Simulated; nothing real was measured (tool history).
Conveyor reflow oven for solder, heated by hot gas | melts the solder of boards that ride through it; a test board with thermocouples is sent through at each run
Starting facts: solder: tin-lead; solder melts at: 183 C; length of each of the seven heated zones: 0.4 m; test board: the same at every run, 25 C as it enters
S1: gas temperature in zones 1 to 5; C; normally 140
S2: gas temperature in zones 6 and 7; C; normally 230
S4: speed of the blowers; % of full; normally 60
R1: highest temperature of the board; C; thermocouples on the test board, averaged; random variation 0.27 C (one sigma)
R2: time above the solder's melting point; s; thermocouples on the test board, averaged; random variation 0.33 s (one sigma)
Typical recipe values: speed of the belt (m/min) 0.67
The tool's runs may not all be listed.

{"run": 1, "hour": 0.0, "S1": 140, "S2": 230, "speed of the belt (m/min)": 0.67, "S4": 60, "R1": 211.1, "R2": 48.4}
{"run": 2, "hour": 37.0, "S1": 140, "S2": 230, "speed of the belt (m/min)": 0.67, "S4": 54, "R1": 209.1, "R2": 46.5}
{"run": 3, "hour": 63.7, "S1": 140, "S2": 230, "speed of the belt (m/min)": 0.67, "S4": 54, "R1": 208.8, "R2": 45.7}
{"run": 4, "hour": 92.2, "S1": 140, "S2": 230, "speed of the belt (m/min)": 0.67, "S4": 81, "R1": 216.2, "R2": 53.8}
{"run": 5, "hour": 109.1, "S1": 140, "S2": 230, "speed of the belt (m/min)": 0.663, "S4": 60, "R1": 211.2, "R2": 49.7}
{"run": 6, "hour": 128.3, "S1": 140, "S2": 230, "speed of the belt (m/min)": 0.663, "S4": 60, "R1": 211.8, "R2": 49.9}
{"run": 7, "hour": 163.6, "S1": 140, "S2": 230, "speed of the belt (m/min)": 0.67, "S4": 86, "R1": 216.7, "R2": 54.8}
{"run": 8, "hour": 179.3, "S1": 140, "S2": 230, "speed of the belt (m/min)": 0.67, "S4": 77, "R1": 215.6, "R2": 52.7}
{"run": 9, "hour": 213.7, "S1": 140, "S2": 233, "speed of the belt (m/min)": 0.67, "S4": 75, "R1": 217.1, "R2": 54.1}
{"run": 10, "hour": 237.1, "S1": 140, "S2": 233, "speed of the belt (m/min)": 0.67, "S4": 75, "R1": 217.1, "R2": 54.6}
{"run": 11, "hour": 253.2, "S1": 142, "S2": 232, "speed of the belt (m/min)": 0.601, "S4": 75, "R1": 219.4, "R2": 64}
{"run": 12, "hour": 269.7, "S1": 145, "S2": 240, "speed of the belt (m/min)": 0.64, "S4": 62, "R1": 222.6, "R2": 62.1}
{"hour": 288.3, "done": "flux residue cleaned out of gas plates and filters"}
{"run": 13, "hour": 295.9, "S1": 130, "S2": 243, "speed of the belt (m/min)": 0.775, "S4": 74, "R1": 218.1, "R2": 43.1}
{"run": 14, "hour": 326.7, "S1": 130, "S2": 243, "speed of the belt (m/min)": 0.775, "S4": 74, "R1": 218.4, "R2": 43.7}
{"run": 15, "hour": 345.7, "S1": 146, "S2": 234, "speed of the belt (m/min)": 0.608, "S4": 60, "R1": 218.4, "R2": 63.1}
{"run": 16, "hour": 364.1, "S1": 133, "S2": 219, "speed of the belt (m/min)": 0.608, "S4": 60, "R1": 203.2, "R2": 43.7}

Alternative continuations, all from the tool just after run 16; predict every row:
{"hour": 375.4, "done": "thermocouples of zones 6 and 7 changed"}
{"run": "A", "hour": 390.7, "S1": 140, "S2": 230, "speed of the belt (m/min)": 0.756, "S4": 60, "R1": "?", "R2": "?"}
{"hour": 375.4, "done": "thermocouples of zones 6 and 7 changed"}
{"run": "B", "hour": 390.7, "S1": 135, "S2": 229, "speed of the belt (m/min)": 0.67, "S4": 75, "R1": "?", "R2": "?"}
{"hour": 375.4, "done": "thermocouples of zones 6 and 7 changed"}
{"run": "C", "hour": 390.7, "S1": 151, "S2": 219, "speed of the belt (m/min)": 0.608, "S4": 58, "R1": "?", "R2": "?"}
{"hour": 375.4, "done": "thermocouples of zones 6 and 7 changed"}
{"run": "D", "hour": 390.7, "S1": 147, "S2": 230, "speed of the belt (m/min)": 0.578, "S4": 60, "R1": "?", "R2": "?"}

run=A R1=206.5 R2=38.2
run=B R1=213.1 R2=49.7
run=C R1=206.2 R2=54.2
run=D R1=216.9 R2=65.4
The same runs, with their run-to-run variation unchanged, on a tool lacking any hidden condition would have given:
run=A R1=206.5 R2=38.2
run=B R1=213.1 R2=49.7
run=C R1=206.3 R2=54.2
run=D R1=216.9 R2=65.4
